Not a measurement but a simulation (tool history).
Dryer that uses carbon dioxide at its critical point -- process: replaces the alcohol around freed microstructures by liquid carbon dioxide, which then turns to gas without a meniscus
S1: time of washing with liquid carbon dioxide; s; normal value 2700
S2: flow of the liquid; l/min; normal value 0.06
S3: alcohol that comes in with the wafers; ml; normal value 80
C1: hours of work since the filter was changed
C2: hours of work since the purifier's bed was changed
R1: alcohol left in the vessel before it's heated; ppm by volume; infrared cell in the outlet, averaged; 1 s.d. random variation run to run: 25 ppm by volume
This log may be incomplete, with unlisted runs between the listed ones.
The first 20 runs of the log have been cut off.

| run | day | S1 | S2 | S3 | C1 | C2 | R1 |
|---|---|---|---|---|---|---|---|
| 21 | 16.238 | 2700 | 0.0587 | 80 | 245 | 303 | 2703 |
| 22 | 17.304 | 2700 | 0.0782 | 80 | 253 | 311 | 706 |
| 23 | 18.333 | 2700 | 0.057 | 65 | 261 | 319 | 2531 |
|  | 18.571 | inlet filter changed |
| 24 | 19.125 | 2700 | 0.0917 | 80 | 4 | 325 | 150 |
| 25 | 19.675 | 3900 | 0.0437 | 80 | 8 | 329 | 1377 |
| 26 | 20.6 | 3900 | 0.0437 | 96 | 16 | 336 | 1646 |
| 27 | 21.4 | 3480 | 0.0428 | 20 | 22 | 342 | 661 |
| 28 | 22.533 | 3180 | 0.0372 | 20 | 30 | 351 | 1573 |
| 29 | 23.425 | 2400 | 0.0557 | 23 | 37 | 358 | 1141 |
| 30 | 24.467 | 2700 | 0.06 | 101 | 45 | 366 | 2248 |
| 31 | 25.446 | 2520 | 0.06 | 41 | 53 | 373 | 1251 |
| 32 | 26.458 | 2520 | 0.0557 | 27 | 60 | 381 | 1149 |
| 33 | 27.433 | 3240 | 0.0549 | 22 | 68 | 388 | 335 |
| 34 | 27.988 | 2700 | 0.0373 | 21 | 72 | 393 | 2778 |
| 35 | 28.833 | 1860 | 0.0623 | 46 | 79 | 399 | 3786 |
| 36 | 29.7 | 1860 | 0.0623 | 46 | 85 | 406 | 3773 |
| 37 | 30.825 | 3240 | 0.0583 | 46 | 94 | 414 | 549 |
| 38 | 31.821 | 3240 | 0.0583 | 46 | 101 | 422 | 568 |
| 39 | 32.383 | 2700 | 0.0816 | 107 | 106 | 426 | 539 |
| 40 | 32.892 | 2700 | 0.0816 | 107 | 110 | 430 | 535 |
| 41 | 33.85 | 2700 | 0.0816 | 107 | 117 | 438 | 545 |
| 42 | 34.846 | 3420 | 0.06 | 80 | 125 | 445 | 650 |

Each row is a separate what-if for the run after 42, all from the same tool condition, not one after another. Results?
| A | 35.625 | 3420 | 0.0539 | 46 | 131 | 451 | ? |
| B | 35.625 | 2700 | 0.06 | 62 | 131 | 451 | ? |
| C | 35.625 | 2700 | 0.06 | 35 | 131 | 451 | ? |
| D | 35.625 | 2700 | 0.0807 | 84 | 131 | 451 | ? |
| E | 35.625 | 2700 | 0.06 | 80 | 131 | 451 | ? |

| run | R1 |
|---|---|
| A | 653 |
| B | 1586 |
| C | 895 |
| D | 474 |
| E | 2067 |
Without the tool's unlogged condition, the same runs would have read:
| run | R1 |
|---|---|
| A | 502 |
| B | 1270 |
| C | 712 |
| D | 348 |
| E | 1657 |

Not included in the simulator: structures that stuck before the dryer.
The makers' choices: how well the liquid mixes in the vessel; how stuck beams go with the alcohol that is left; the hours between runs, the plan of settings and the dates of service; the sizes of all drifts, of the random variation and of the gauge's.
